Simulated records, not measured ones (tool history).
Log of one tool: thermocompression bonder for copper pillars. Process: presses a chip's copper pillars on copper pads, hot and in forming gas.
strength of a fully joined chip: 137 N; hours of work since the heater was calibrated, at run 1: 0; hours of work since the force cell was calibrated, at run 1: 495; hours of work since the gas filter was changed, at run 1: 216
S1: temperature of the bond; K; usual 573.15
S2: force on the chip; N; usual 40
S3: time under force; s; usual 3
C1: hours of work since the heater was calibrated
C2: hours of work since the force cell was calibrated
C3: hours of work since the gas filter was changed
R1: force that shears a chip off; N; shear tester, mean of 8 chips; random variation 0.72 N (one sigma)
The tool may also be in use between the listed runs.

{"run": 1, "hour": 0.0, "S1": 573.15, "S2": 40, "S3": 3, "C1": 0, "C2": 495, "C3": 216, "R1": 47.8}
{"run": 2, "hour": 19.6, "S1": 573.15, "S2": 40, "S3": 3, "C1": 12, "C2": 507, "C3": 228, "R1": 48.5}
{"hour": 37.9, "done": "forming gas filter changed"}
{"run": 3, "hour": 40.7, "S1": 573.15, "S2": 46, "S3": 3, "C1": 25, "C2": 520, "C3": 2, "R1": 58.2}
{"run": 4, "hour": 61.7, "S1": 573.15, "S2": 46, "S3": 3, "C1": 38, "C2": 533, "C3": 15, "R1": 57.6}
{"run": 5, "hour": 73.5, "S1": 573.15, "S2": 46, "S3": 3, "C1": 45, "C2": 540, "C3": 22, "R1": 59.0}
{"run": 6, "hour": 83.2, "S1": 573.15, "S2": 46, "S3": 3, "C1": 51, "C2": 546, "C3": 28, "R1": 58.7}
{"run": 7, "hour": 103.7, "S1": 573.15, "S2": 40, "S3": 3, "C1": 63, "C2": 559, "C3": 40, "R1": 51.5}
{"run": 8, "hour": 115.5, "S1": 573.15, "S2": 40, "S3": 3, "C1": 71, "C2": 566, "C3": 48, "R1": 50.7}
{"run": 9, "hour": 135.2, "S1": 573.15, "S2": 33, "S3": 3, "C1": 83, "C2": 578, "C3": 60, "R1": 44.0}
{"run": 10, "hour": 151.3, "S1": 573.15, "S2": 35, "S3": 3, "C1": 93, "C2": 588, "C3": 70, "R1": 44.9}
{"run": 11, "hour": 163.9, "S1": 573.15, "S2": 40, "S3": 7, "C1": 100, "C2": 596, "C3": 77, "R1": 68.9}
{"run": 12, "hour": 183.8, "S1": 573.15, "S2": 40, "S3": 7, "C1": 112, "C2": 608, "C3": 89, "R1": 68.7}
{"run": 13, "hour": 203.1, "S1": 573.15, "S2": 40, "S3": 7, "C1": 124, "C2": 620, "C3": 101, "R1": 68.1}
{"run": 14, "hour": 214.2, "S1": 573.15, "S2": 41, "S3": 3, "C1": 131, "C2": 626, "C3": 108, "R1": 50.5}
{"run": 15, "hour": 228.5, "S1": 573.15, "S2": 41, "S3": 3, "C1": 140, "C2": 635, "C3": 117, "R1": 50.8}
{"run": 16, "hour": 248.7, "S1": 573.15, "S2": 40, "S3": 3, "C1": 152, "C2": 648, "C3": 129, "R1": 49.9}
{"run": 17, "hour": 269.9, "S1": 573.15, "S2": 40, "S3": 3, "C1": 165, "C2": 661, "C3": 142, "R1": 49.3}
{"run": 18, "hour": 284.6, "S1": 573.15, "S2": 40, "S3": 3, "C1": 174, "C2": 670, "C3": 151, "R1": 48.3}
{"run": 19, "hour": 301.1, "S1": 573.15, "S2": 40, "S3": 3, "C1": 184, "C2": 680, "C3": 161, "R1": 47.2}
{"run": 20, "hour": 313.1, "S1": 573.15, "S2": 40, "S3": 3, "C1": 192, "C2": 687, "C3": 169, "R1": 48.6}
{"run": 21, "hour": 325.6, "S1": 596.15, "S2": 40, "S3": 3, "C1": 199, "C2": 695, "C3": 176, "R1": 62.8}
{"run": 22, "hour": 338.7, "S1": 567.15, "S2": 24, "S3": 3, "C1": 207, "C2": 703, "C3": 184, "R1": 28.3}
{"run": 23, "hour": 353.3, "S1": 573.15, "S2": 40, "S3": 6, "C1": 216, "C2": 712, "C3": 193, "R1": 61.7}
{"run": 24, "hour": 362.9, "S1": 568.15, "S2": 59, "S3": 3, "C1": 222, "C2": 718, "C3": 199, "R1": 59.2}
{"run": 25, "hour": 377.3, "S1": 568.15, "S2": 52, "S3": 5, "C1": 231, "C2": 726, "C3": 208, "R1": 63.2}
{"run": 26, "hour": 390.6, "S1": 589.15, "S2": 28, "S3": 2, "C1": 239, "C2": 735, "C3": 216, "R1": 37.1}
{"hour": 393.4, "done": "force cell calibrated"}
{"run": 27, "hour": 402.3, "S1": 546.15, "S2": 41, "S3": 2, "C1": 246, "C2": 5, "C3": 222, "R1": 28.1}
{"run": 28, "hour": 413.2, "S1": 546.15, "S2": 41, "S3": 2, "C1": 252, "C2": 12, "C3": 229, "R1": 29.0}
{"hour": 429.1, "done": "forming gas filter changed"}
{"run": 29, "hour": 435.0, "S1": 546.15, "S2": 41, "S3": 2, "C1": 265, "C2": 25, "C3": 4, "R1": 32.0}
{"run": 30, "hour": 453.3, "S1": 590.15, "S2": 40, "S3": 3, "C1": 276, "C2": 36, "C3": 15, "R1": 65.3}
{"run": 31, "hour": 467.4, "S1": 590.15, "S2": 40, "S3": 3, "C1": 285, "C2": 45, "C3": 24, "R1": 64.2}
{"run": 32, "hour": 485.8, "S1": 590.15, "S2": 40, "S3": 3, "C1": 296, "C2": 56, "C3": 35, "R1": 63.5}
{"hour": 489.2, "done": "force cell calibrated, once more"}
{"run": 33, "hour": 498.2, "S1": 587.15, "S2": 33, "S3": 4, "C1": 303, "C2": 6, "C3": 41, "R1": 55.1}
{"run": 34, "hour": 512.0, "S1": 587.15, "S2": 33, "S3": 4, "C1": 312, "C2": 14, "C3": 50, "R1": 56.7}
{"run": 35, "hour": 524.6, "S1": 595.15, "S2": 30, "S3": 4, "C1": 319, "C2": 22, "C3": 58, "R1": 56.4}
{"run": 36, "hour": 538.3, "S1": 591.15, "S2": 59, "S3": 3, "C1": 328, "C2": 30, "C3": 66, "R1": 77.1}
{"run": 37, "hour": 550.4, "S1": 591.15, "S2": 59, "S3": 3, "C1": 335, "C2": 38, "C3": 73, "R1": 78.1}
{"run": 38, "hour": 571.4, "S1": 550.15, "S2": 24, "S3": 2, "C1": 348, "C2": 50, "C3": 86, "R1": 19.2}
{"run": 39, "hour": 580.4, "S1": 550.15, "S2": 24, "S3": 2, "C1": 354, "C2": 56, "C3": 92, "R1": 17.9}
{"run": 40, "hour": 595.4, "S1": 573.15, "S2": 52, "S3": 2, "C1": 363, "C2": 65, "C3": 101, "R1": 48.7}
{"run": 41, "hour": 616.9, "S1": 573.15, "S2": 46, "S3": 5, "C1": 376, "C2": 78, "C3": 114, "R1": 61.9}

Measured less the same run without the tool's hidden state. The same run-to-run variation is in both; the gauge's scatter may not be:
The hidden state here: true temperature of the bond over the reading, C; force that reaches the chip, % of what is set; oxide that the forming gas leaves, % of the face; drift of the gauge itself on shear_n, %.
run=1 R1=-4.6
run=2 R1=-4.9
run=3 R1=+0.9
run=4 R1=+0.5
run=5 R1=+0.2
run=6 R1=+0.0
run=7 R1=-0.4
run=8 R1=-0.7
run=9 R1=-0.8
run=10 R1=-1.1
run=11 R1=-2.1
run=12 R1=-2.5
run=13 R1=-3.0
run=14 R1=-2.3
run=15 R1=-2.6
run=16 R1=-2.9
run=17 R1=-3.3
run=18 R1=-3.6
run=19 R1=-3.9
run=20 R1=-4.1
run=21 R1=-5.5
run=22 R1=-2.7
run=23 R1=-6.2
run=24 R1=-6.2
run=25 R1=-7.1
run=26 R1=-4.2
run=27 R1=-3.0
run=28 R1=-3.0
run=29 R1=+0.3
run=30 R1=+0.4
run=31 R1=+0.1
run=32 R1=-0.2
run=33 R1=-3.5
run=34 R1=-3.8
run=35 R1=-4.0
run=36 R1=-5.4
run=37 R1=-5.7
run=38 R1=-2.1
run=39 R1=-2.1
run=40 R1=-5.3
run=41 R1=-6.8

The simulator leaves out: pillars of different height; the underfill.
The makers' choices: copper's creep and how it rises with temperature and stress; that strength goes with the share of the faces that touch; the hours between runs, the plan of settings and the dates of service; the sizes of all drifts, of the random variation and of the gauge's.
